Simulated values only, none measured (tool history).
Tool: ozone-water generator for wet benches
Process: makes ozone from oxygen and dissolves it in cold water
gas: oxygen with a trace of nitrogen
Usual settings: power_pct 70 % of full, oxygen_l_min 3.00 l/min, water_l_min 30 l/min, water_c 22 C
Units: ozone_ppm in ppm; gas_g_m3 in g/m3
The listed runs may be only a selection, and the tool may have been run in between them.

run   hour  power_pct  oxygen_l_min  water_l_min  water_c  ozone_ppm  gas_g_m3
  1    0.0         70          3.00           30       22       14.5     249.8
  2   16.6         70          3.00           30       22       14.7     252.2
  3   35.4         70          3.00           30       22       14.5     249.4
  4   62.6         70          3.00           30       24       14.4     249.9
  5   86.4         70          3.00           44       24       10.2     252.4
  6  104.2         70          3.00           30       22       14.6     250.0
  7  125.9         70          3.00           30       22       14.4     250.5
  8  145.0         70          3.00           30       22       14.3     249.0
  9  166.0         70          2.12           30       22       13.7     303.5
 10  194.2         70          2.12           30       22       13.6     306.7
 11  209.0         70          3.00           30       22       14.6     249.9
 12  239.0         70          3.00           30       22       14.4     246.9
 13  255.2         70          3.00           30       22       14.3     247.8
 14  272.0         70          3.00           24       22       17.5     250.5
 15  300.3         70          3.00           24       22       17.7     248.2
 16  322.6         70          3.00           24       22       17.7     250.4

Run 17 has not been measured yet. What should we expect?
 17  342.2         93          2.48           26       30          ?         ?

ozone_ppm: 18.9 ppm
gas_g_m3: 362.4 g/m3
If the tool had no hidden condition, the same run with the same run-to-run variation would have returned ozone_ppm 20.1 ppm, gas_g_m3 373.3 g/m3.
